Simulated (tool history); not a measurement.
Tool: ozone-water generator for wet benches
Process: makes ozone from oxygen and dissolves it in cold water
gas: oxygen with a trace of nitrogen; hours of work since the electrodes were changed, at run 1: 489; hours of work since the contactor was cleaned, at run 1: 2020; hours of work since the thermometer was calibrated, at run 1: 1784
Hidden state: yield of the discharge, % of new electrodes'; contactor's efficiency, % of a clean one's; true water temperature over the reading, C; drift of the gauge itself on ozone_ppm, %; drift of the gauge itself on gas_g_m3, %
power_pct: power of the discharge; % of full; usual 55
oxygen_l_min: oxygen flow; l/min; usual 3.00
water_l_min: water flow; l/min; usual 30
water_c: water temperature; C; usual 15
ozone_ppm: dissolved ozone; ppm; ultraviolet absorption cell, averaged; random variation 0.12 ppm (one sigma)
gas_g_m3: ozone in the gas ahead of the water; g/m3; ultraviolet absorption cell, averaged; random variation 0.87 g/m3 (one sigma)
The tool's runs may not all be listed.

| run | day | power_pct | oxygen_l_min | water_l_min | water_c | hours of work since the electrodes were changed | hours of work since the contactor was cleaned | hours of work since the thermometer was calibrated | ozone_ppm | gas_g_m3 |
|---|---|---|---|---|---|---|---|---|---|---|
| 1 | 0.000 | 55 | 3.00 | 30 | 15 | 489 | 2020 | 1784 | 9.2 | 141.3 |
| 2 | 1.700 | 55 | 3.00 | 30 | 16 | 518 | 2050 | 1813 | 9.1 | 140.9 |
| 3 | 2.617 | 55 | 3.00 | 30 | 15 | 534 | 2065 | 1828 | 9.2 | 141.8 |
| 4 | 3.612 | 55 | 3.00 | 30 | 15 | 551 | 2082 | 1845 | 9.3 | 141.4 |
| 5 | 4.933 | 55 | 3.00 | 30 | 15 | 574 | 2105 | 1868 | 9.4 | 142.2 |
| 6 | 6.900 | 55 | 3.00 | 30 | 15 | 607 | 2138 | 1902 | 9.3 | 140.7 |
|  | 7.204 | contactor cleaned |
| 7 | 8.933 | 55 | 3.00 | 30 | 15 | 639 | 30 | 1934 | 9.1 | 142.8 |
| 8 | 10.496 | 55 | 3.00 | 30 | 15 | 666 | 56 | 1960 | 9.1 | 140.8 |
| 9 | 12.000 | 55 | 3.00 | 42 | 15 | 691 | 82 | 1986 | 6.6 | 141.0 |
| 10 | 12.996 | 55 | 3.00 | 42 | 15 | 709 | 99 | 2003 | 6.7 | 141.3 |
| 11 | 14.842 | 55 | 4.74 | 22 | 15 | 740 | 131 | 2035 | 12.5 | 108.1 |
| 12 | 16.488 | 55 | 3.00 | 30 | 10 | 768 | 159 | 2063 | 9.5 | 139.9 |
|  | 16.871 | contactor cleaned, once more |
| 13 | 18.425 | 56 | 3.18 | 24 | 18 | 798 | 27 | 2093 | 11.3 | 139.7 |
| 14 | 20.088 | 52 | 3.83 | 24 | 18 | 827 | 55 | 2121 | 10.8 | 116.1 |
| 15 | 21.975 | 52 | 3.83 | 24 | 18 | 859 | 87 | 2154 | 10.8 | 115.0 |
| 16 | 22.854 | 52 | 3.83 | 41 | 10 | 874 | 102 | 2169 | 7.2 | 114.7 |
| 17 | 24.033 | 52 | 3.83 | 41 | 10 | 894 | 122 | 2189 | 7.3 | 114.3 |
| 18 | 25.008 | 79 | 4.46 | 20 | 15 | 911 | 139 | 2206 | 18.8 | 153.8 |
| 19 | 26.404 | 79 | 4.46 | 20 | 15 | 935 | 163 | 2229 | 19.1 | 156.3 |

Forecast each of these 5 alternatives for the next run:
| A | 28.017 | 55 | 3.21 | 30 | 15 | 963 | 191 | 2257 | ? | ? |
| B | 28.017 | 49 | 4.46 | 20 | 15 | 963 | 191 | 2257 | ? | ? |
| C | 28.017 | 87 | 1.58 | 30 | 9 | 963 | 191 | 2257 | ? | ? |
| D | 28.017 | 55 | 4.03 | 30 | 19 | 963 | 191 | 2257 | ? | ? |
| E | 28.017 | 60 | 4.46 | 28 | 15 | 963 | 191 | 2257 | ? | ? |

| run | ozone_ppm | gas_g_m3 |
|---|---|---|
| A | 9.5 | 135.2 |
| B | 12.6 | 100.9 |
| C | 12.2 | 307.1 |
| D | 9.4 | 117.8 |
| E | 11.4 | 121.1 |
Without the tool's hidden state the same runs would have given:
| run | ozone_ppm | gas_g_m3 |
|---|---|---|
| A | 9.7 | 137.8 |
| B | 12.8 | 102.6 |
| C | 12.6 | 316.5 |
| D | 9.6 | 120.2 |
| E | 11.7 | 123.7 |
